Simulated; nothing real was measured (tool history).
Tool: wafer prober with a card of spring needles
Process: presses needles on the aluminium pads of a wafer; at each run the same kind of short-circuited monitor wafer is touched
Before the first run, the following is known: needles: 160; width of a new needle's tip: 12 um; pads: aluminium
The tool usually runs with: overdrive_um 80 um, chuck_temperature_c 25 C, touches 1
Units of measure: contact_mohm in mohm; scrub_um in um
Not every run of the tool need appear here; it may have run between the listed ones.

Run 1, hour 0: usual settings. Result: contact_mohm 210 mohm, scrub_um 21.05 um.
At hour 2.8: tips cleaned on abrasive film.
At hour 16.1: tips cleaned on abrasive film.
At hour 29.5: tips cleaned on abrasive film.
At hour 42.9: tips cleaned on abrasive film.
At hour 56.3: tips cleaned on abrasive film.
Run 2, hour 57.9: usual settings but chuck_temperature_c 48 C. Result: contact_mohm 188 mohm, scrub_um 20.99 um.
At hour 68.7: tips cleaned on abrasive film.
At hour 82.1: tips cleaned on abrasive film.
At hour 95.4: tips cleaned on abrasive film.
At hour 108.8: tips cleaned on abrasive film.
At hour 114.5: height of the first contact set anew.
At hour 122.5: tips cleaned on abrasive film.
Run 3, hour 124.9: usual settings but chuck_temperature_c 48 C. Result: contact_mohm 193 mohm, scrub_um 21.84 um.
At hour 135.7: tips cleaned on abrasive film.
At hour 146.4: tips cleaned on abrasive film.
At hour 159.8: tips cleaned on abrasive film.
At hour 173.2: tips cleaned on abrasive film.
Run 4, hour 176.9: usual settings but chuck_temperature_c 48 C. Result: contact_mohm 196 mohm, scrub_um 21.79 um.
At hour 185: tips cleaned on abrasive film.
At hour 198.4: tips cleaned on abrasive film.
At hour 211.8: tips cleaned on abrasive film.
Run 5, hour 220.8: usual settings but chuck_temperature_c 48 C. Result: contact_mohm 209 mohm, scrub_um 21.72 um.
At hour 223.5: tips cleaned on abrasive film.
At hour 236.9: tips cleaned on abrasive film.
At hour 250.3: tips cleaned on abrasive film.
At hour 263.7: tips cleaned on abrasive film.
At hour 277.1: tips cleaned on abrasive film.
Run 6, hour 286.6: usual settings but chuck_temperature_c 48 C. Result: contact_mohm 216 mohm, scrub_um 21.46 um.
At hour 289.4: tips cleaned on abrasive film.
At hour 300.1: tips cleaned on abrasive film.
At hour 313.5: tips cleaned on abrasive film.
At hour 326.9: tips cleaned on abrasive film.
At hour 340.3: tips cleaned on abrasive film.
Run 7, hour 349.8: usual settings but chuck_temperature_c 48 C. Result: contact_mohm 216 mohm, scrub_um 21.3 um.
At hour 352.5: tips cleaned on abrasive film.
At hour 363.3: tips cleaned on abrasive film.
At hour 376.6: tips cleaned on abrasive film.
At hour 390: tips cleaned on abrasive film.
Run 8, hour 391.3: usual settings but chuck_temperature_c 48 C. Result: contact_mohm 184 mohm, scrub_um 21.29 um.
At hour 402: tips cleaned on abrasive film.
At hour 415.4: tips cleaned on abrasive film.
At hour 428.8: tips cleaned on abrasive film.
At hour 442.2: tips cleaned on abrasive film.
At hour 455.6: tips cleaned on abrasive film.
At hour 469: tips cleaned on abrasive film.
Run 9, hour 470.1: usual settings but touches 2. Result: contact_mohm 177 mohm, scrub_um 21.26 um.
At hour 480.9: tips cleaned on abrasive film.
At hour 494.2: tips cleaned on abrasive film.
At hour 507.6: tips cleaned on abrasive film.
At hour 521: tips cleaned on abrasive film.
Run 10, hour 523: usual settings. Result: contact_mohm 182 mohm, scrub_um 21.11 um.
At hour 533.8: tips cleaned on abrasive film.
At hour 547.1: tips cleaned on abrasive film.
At hour 560.5: tips cleaned on abrasive film.
At hour 573.9: tips cleaned on abrasive film.
At hour 587.3: tips cleaned on abrasive film.
At hour 600.7: tips cleaned on abrasive film.
At hour 611.4: tips cleaned on abrasive film.
Run 11, hour 613.6: usual settings but overdrive_um 86 um, chuck_temperature_c 53 C, touches 2. Result: contact_mohm 183 mohm, scrub_um 22.35 um.
At hour 624.3: tips cleaned on abrasive film.
At hour 637.7: tips cleaned on abrasive film.
At hour 638: height of the first contact set anew.
At hour 651.4: tips cleaned on abrasive film.
At hour 664.8: tips cleaned on abrasive film.
Run 12, hour 668.9: usual settings but overdrive_um 86 um, chuck_temperature_c 53 C, touches 2. Result: contact_mohm 188 mohm, scrub_um 23.44 um.
At hour 676.9: tips cleaned on abrasive film.
At hour 690.3: tips cleaned on abrasive film.
At hour 703.7: tips cleaned on abrasive film.
Run 13, hour 712.7: usual settings but overdrive_um 86 um, chuck_temperature_c 53 C, touches 2. Result: contact_mohm 192 mohm, scrub_um 23.17 um.
At hour 715.5: tips cleaned on abrasive film.
At hour 728.8: tips cleaned on abrasive film.
At hour 742.2: tips cleaned on abrasive film.
At hour 755.6: tips cleaned on abrasive film.
At hour 769: tips cleaned on abrasive film.
At hour 782.4: tips cleaned on abrasive film.
At hour 793.6: tips cleaned on abrasive film.
Run 14, hour 793.6: usual settings but overdrive_um 89 um, chuck_temperature_c 77 C, touches 2. Result: contact_mohm 179 mohm, scrub_um 23.95 um.
At hour 807: tips cleaned on abrasive film.
At hour 820.4: tips cleaned on abrasive film.
At hour 833.8: tips cleaned on abrasive film.
Run 15, hour 843.3: usual settings but overdrive_um 89 um, chuck_temperature_c 77 C, touches 2. Result: contact_mohm 200 mohm, scrub_um 23.6 um.
At hour 846.1: tips cleaned on abrasive film.
At hour 859.5: tips cleaned on abrasive film.
At hour 872.9: tips cleaned on abrasive film.
At hour 886.3: tips cleaned on abrasive film.
At hour 897: tips cleaned on abrasive film.
Run 16, hour 897.8: usual settings but chuck_temperature_c 35 C. Result: contact_mohm 183 mohm, scrub_um 21.48 um.
At hour 908.5: tips cleaned on abrasive film.
At hour 921.9: tips cleaned on abrasive film.
At hour 935.3: tips cleaned on abrasive film.
At hour 948.7: tips cleaned on abrasive film.
At hour 962.1: tips cleaned on abrasive film.
At hour 972.8: tips cleaned on abrasive film.
Run 17, hour 981.2: usual settings but overdrive_um 81 um, chuck_temperature_c 121 C, touches 2. Result: contact_mohm 212 mohm, scrub_um 21.24 um.

Run 18, settings as shown, results not yet in. Your forecast:
At hour 984: tips cleaned on abrasive film.
At hour 997.4: tips cleaned on abrasive film.
At hour 1010.7: tips cleaned on abrasive film.
At hour 1024.1: tips cleaned on abrasive film.
At hour 1037.5: tips cleaned on abrasive film.
At hour 1050.9: tips cleaned on abrasive film.
At hour 1064.3: tips cleaned on abrasive film.
At hour 1077.6: tips cleaned on abrasive film.
Run 18, hour 1077.6: usual settings but overdrive_um 81 um, chuck_temperature_c 121 C, touches 2. Result: contact_mohm ?, scrub_um ?.

Run 18 gave contact_mohm 189 mohm, scrub_um 21.29 um.
Without the tool's hidden state the same run would have given contact_mohm 182 mohm, scrub_um 22.12 um.

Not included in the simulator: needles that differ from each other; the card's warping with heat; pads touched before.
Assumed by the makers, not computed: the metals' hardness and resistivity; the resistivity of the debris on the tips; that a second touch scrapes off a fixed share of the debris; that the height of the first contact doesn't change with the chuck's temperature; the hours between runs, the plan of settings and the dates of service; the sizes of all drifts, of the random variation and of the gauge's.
